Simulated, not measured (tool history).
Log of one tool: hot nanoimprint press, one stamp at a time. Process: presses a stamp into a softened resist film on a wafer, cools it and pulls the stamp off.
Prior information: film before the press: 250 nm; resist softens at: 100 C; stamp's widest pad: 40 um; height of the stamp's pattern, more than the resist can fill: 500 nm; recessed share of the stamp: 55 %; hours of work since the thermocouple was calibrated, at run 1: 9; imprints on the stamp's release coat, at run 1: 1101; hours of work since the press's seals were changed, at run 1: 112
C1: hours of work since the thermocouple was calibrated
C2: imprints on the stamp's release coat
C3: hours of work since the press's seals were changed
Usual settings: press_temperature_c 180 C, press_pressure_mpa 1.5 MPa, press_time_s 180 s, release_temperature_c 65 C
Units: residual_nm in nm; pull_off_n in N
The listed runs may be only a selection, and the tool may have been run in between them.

Run 1, day 0: usual settings; C1 9; C2 1101; C3 112. Result: residual_nm 120.5 nm, pull_off_n 173 N.
Run 2, day 0.354: usual settings; C1 12; C2 1115; C3 115. Result: residual_nm 121 nm, pull_off_n 173 N.
Run 3, day 0.775: usual settings; C1 16; C2 1132; C3 119. Result: residual_nm 121.2 nm, pull_off_n 173 N.
Run 4, day 1.262: usual settings; C1 21; C2 1152; C3 124. Result: residual_nm 121.5 nm, pull_off_n 174 N.
Run 5, day 1.675: usual settings; C1 25; C2 1169; C3 128. Result: residual_nm 121.5 nm, pull_off_n 175 N.
Run 6, day 2.346: usual settings but release_temperature_c 72 C; C1 32; C2 1196; C3 135. Result: residual_nm 122.5 nm, pull_off_n 152 N.
Run 7, day 2.671: usual settings but release_temperature_c 72 C; C1 35; C2 1209; C3 138. Result: residual_nm 121.7 nm, pull_off_n 149 N.
Run 8, day 3.092: usual settings but release_temperature_c 72 C; C1 39; C2 1226; C3 142. Result: residual_nm 121.7 nm, pull_off_n 150 N.
Run 9, day 3.679: usual settings but release_temperature_c 72 C; C1 45; C2 1249; C3 148. Result: residual_nm 121.6 nm, pull_off_n 152 N.
Run 10, day 4.246: usual settings but press_temperature_c 191 C; C1 50; C2 1272; C3 153. Result: residual_nm 77.1 nm, pull_off_n 176 N.
Run 11, day 5.012: usual settings but release_temperature_c 54 C; C1 58; C2 1303; C3 161. Result: residual_nm 122.2 nm, pull_off_n 210 N.
At day 5.746: stamp cleaned and given a new release coat.
Run 12, day 5.983: usual settings but release_temperature_c 54 C; C1 65; C2 10; C3 168. Result: residual_nm 121.7 nm, pull_off_n 209 N.
Run 13, day 6.704: usual settings but press_time_s 186 s; C1 72; C2 39; C3 175. Result: residual_nm 120.4 nm, pull_off_n 172 N.
Run 14, day 7.096: usual settings but press_time_s 186 s; C1 76; C2 55; C3 179. Result: residual_nm 120.2 nm, pull_off_n 173 N.
Run 15, day 7.538: usual settings but press_time_s 186 s; C1 80; C2 72; C3 183. Result: residual_nm 120.9 nm, pull_off_n 171 N.
Run 16, day 7.979: usual settings but release_temperature_c 51 C; C1 84; C2 90; C3 188. Result: residual_nm 121.9 nm, pull_off_n 221 N.
Run 17, day 8.492: usual settings but release_temperature_c 51 C; C1 89; C2 111; C3 193. Result: residual_nm 122.4 nm, pull_off_n 220 N.
Run 18, day 8.942: usual settings but press_pressure_mpa 1.16 MPa, press_time_s 286 s; C1 94; C2 129; C3 197. Result: residual_nm 116.5 nm, pull_off_n 173 N.
Run 19, day 9.4: usual settings but press_temperature_c 175 C; C1 98; C2 148; C3 201. Result: residual_nm 148.9 nm, pull_off_n 173 N.
Run 20, day 10.196: usual settings but press_temperature_c 175 C; C1 106; C2 179; C3 209. Result: residual_nm 148.9 nm, pull_off_n 173 N.
Run 21, day 10.654: usual settings but press_temperature_c 172 C, press_pressure_mpa 2.28 MPa, press_time_s 129 s, release_temperature_c 60 C; C1 111; C2 198; C3 214. Result: residual_nm 157.8 nm, pull_off_n 188 N.
Run 22, day 11.304: usual settings but press_temperature_c 188 C, press_pressure_mpa 2.28 MPa, press_time_s 95 s, release_temperature_c 60 C; C1 117; C2 224; C3 220. Result: residual_nm 93 nm, pull_off_n 189 N.
Run 23, day 11.692: usual settings but press_pressure_mpa 1.29 MPa, press_time_s 106 s, release_temperature_c 54 C; C1 121; C2 240; C3 224. Result: residual_nm 155.3 nm, pull_off_n 210 N.
Run 24, day 12.417: usual settings but press_temperature_c 177 C, press_pressure_mpa 2.32 MPa, press_time_s 106 s, release_temperature_c 54 C; C1 128; C2 269; C3 231. Result: residual_nm 137.6 nm, pull_off_n 212 N.
Run 25, day 13.088: usual settings but press_pressure_mpa 1.68 MPa, press_time_s 352 s, release_temperature_c 56 C; C1 134; C2 296; C3 238. Result: residual_nm 90.3 nm, pull_off_n 201 N.
Run 26, day 13.421: usual settings but press_temperature_c 178 C, press_pressure_mpa 1.68 MPa, press_time_s 109 s, release_temperature_c 58 C; C1 138; C2 309; C3 241. Result: residual_nm 150.3 nm, pull_off_n 198 N.
At day 13.954: gauge calibrated.
Run 27, day 14.046: usual settings but press_time_s 243 s, release_temperature_c 71 C; C1 144; C2 335; C3 247. Result: residual_nm 108.1 nm, pull_off_n 154 N.
Run 28, day 14.567: usual settings but press_pressure_mpa 1.58 MPa, press_time_s 168 s, release_temperature_c 51 C; C1 149; C2 355; C3 252. Result: residual_nm 120.8 nm, pull_off_n 220 N.
Run 29, day 14.888: usual settings but press_pressure_mpa 1.67 MPa, press_time_s 119 s; C1 152; C2 369; C3 255. Result: residual_nm 132.5 nm, pull_off_n 174 N.
Run 30, day 15.438: usual settings but press_temperature_c 179 C, release_temperature_c 69 C; C1 157; C2 391; C3 261. Result: residual_nm 126.5 nm, pull_off_n 160 N.

Alternative continuations, all from the tool just after run 30; predict every row:
Run A, day 15.958: usual settings but press_temperature_c 179 C, press_pressure_mpa 1.58 MPa, press_time_s 343 s, release_temperature_c 64 C; C1 163; C2 412; C3 266. Result: residual_nm ?, pull_off_n ?.
Run B, day 15.958: usual settings but press_pressure_mpa 0.91 MPa, press_time_s 243 s, release_temperature_c 72 C; C1 163; C2 412; C3 266. Result: residual_nm ?, pull_off_n ?.
Run C, day 15.958: usual settings but press_temperature_c 175 C, press_time_s 184 s, release_temperature_c 58 C; C1 163; C2 412; C3 266. Result: residual_nm ?, pull_off_n ?.

run  residual_nm  pull_off_n
  A         96.7         175
  B        135.1         151
  C        146.6         197
The same runs, with their run-to-run variation unchanged, on a tool lacking any hidden condition would have given:
run  residual_nm  pull_off_n
  A         96.4         174
  B        134.8         150
  C        146.2         196
